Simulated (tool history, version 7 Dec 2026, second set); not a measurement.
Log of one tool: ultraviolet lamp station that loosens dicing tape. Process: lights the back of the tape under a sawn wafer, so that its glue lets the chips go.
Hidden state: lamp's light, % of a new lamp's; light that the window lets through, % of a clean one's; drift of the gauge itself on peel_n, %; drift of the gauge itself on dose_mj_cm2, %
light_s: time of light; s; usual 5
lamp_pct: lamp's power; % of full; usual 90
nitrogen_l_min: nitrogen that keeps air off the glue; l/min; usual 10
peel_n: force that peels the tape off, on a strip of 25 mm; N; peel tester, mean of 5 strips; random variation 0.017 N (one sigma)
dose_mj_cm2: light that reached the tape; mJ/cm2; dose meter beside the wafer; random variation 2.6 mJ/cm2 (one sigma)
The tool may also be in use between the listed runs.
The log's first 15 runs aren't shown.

| run | hour | light_s | lamp_pct | nitrogen_l_min | hours of work of the lamp | hours of work since the window was cleaned | peel_n | dose_mj_cm2 |
|---|---|---|---|---|---|---|---|---|
| 16 | 238 | 7 | 90 | 10 | 210 | 33 | 0.723 | 355 |
| 17 | 251.7 | 7 | 90 | 10 | 218 | 41 | 0.718 | 354 |
| 18 | 263.4 | 7 | 90 | 10 | 225 | 48 | 0.726 | 350 |
| 19 | 280.5 | 6 | 64 | 10 | 236 | 59 | 1.895 | 212 |
| 20 | 303.8 | 5 | 62 | 4 | 250 | 72 | 3.93 | 169 |
|  | 322.7 | window cleaned of glue's vapour, once more |
| 21 | 322.8 | 5 | 95 | 8 | 261 | 0 | 1.077 | 314 |
| 22 | 340 | 5 | 95 | 8 | 271 | 10 | 1.098 | 315 |
| 23 | 349.4 | 3 | 85 | 10 | 277 | 16 | 2.522 | 169 |
| 24 | 368.9 | 2 | 99 | 9 | 288 | 28 | 3.682 | 127 |
| 25 | 388.6 | 2 | 99 | 9 | 300 | 40 | 3.61 | 129 |
| 26 | 401.8 | 3 | 99 | 17 | 308 | 47 | 1.717 | 192 |
| 27 | 424.2 | 4 | 68 | 7 | 322 | 61 | 2.896 | 172 |
| 28 | 442.7 | 4 | 68 | 7 | 333 | 72 | 2.835 | 173 |
| 29 | 455.3 | 6 | 90 | 12 | 340 | 80 | 0.632 | 342 |
| 30 | 476.2 | 5 | 79 | 6 | 353 | 92 | 1.933 | 251 |
| 31 | 493.1 | 5 | 90 | 6 | 363 | 102 | 1.622 | 283 |
| 32 | 513.7 | 5 | 90 | 6 | 375 | 115 | 1.546 | 283 |
| 33 | 526.8 | 8 | 73 | 5 | 383 | 122 | 1.204 | 368 |

5 ways to go on from here, each from the tool as it stands after run 33. What would each give?
| A | 548.5 | 8 | 83 | 5 | 396 | 136 | ? | ? |
| B | 548.5 | 9 | 70 | 4 | 396 | 136 | ? | ? |
| C | 548.5 | 5 | 63 | 18 | 396 | 136 | ? | ? |
| D | 548.5 | 8 | 73 | 3 | 396 | 136 | ? | ? |
| E | 548.5 | 5 | 90 | 5 | 396 | 136 | ? | ? |

| run | peel_n | dose_mj_cm2 |
|---|---|---|
| A | 0.891 | 412 |
| B | 1.195 | 391 |
| C | 1.627 | 195 |
| D | 1.643 | 363 |
| E | 1.888 | 279 |
Without the tool's hidden state the same runs would have given:
| run | peel_n | dose_mj_cm2 |
|---|---|---|
| A | 0.6 | 494 |
| B | 0.826 | 469 |
| C | 1.172 | 234 |
| D | 1.186 | 435 |
| E | 1.387 | 334 |

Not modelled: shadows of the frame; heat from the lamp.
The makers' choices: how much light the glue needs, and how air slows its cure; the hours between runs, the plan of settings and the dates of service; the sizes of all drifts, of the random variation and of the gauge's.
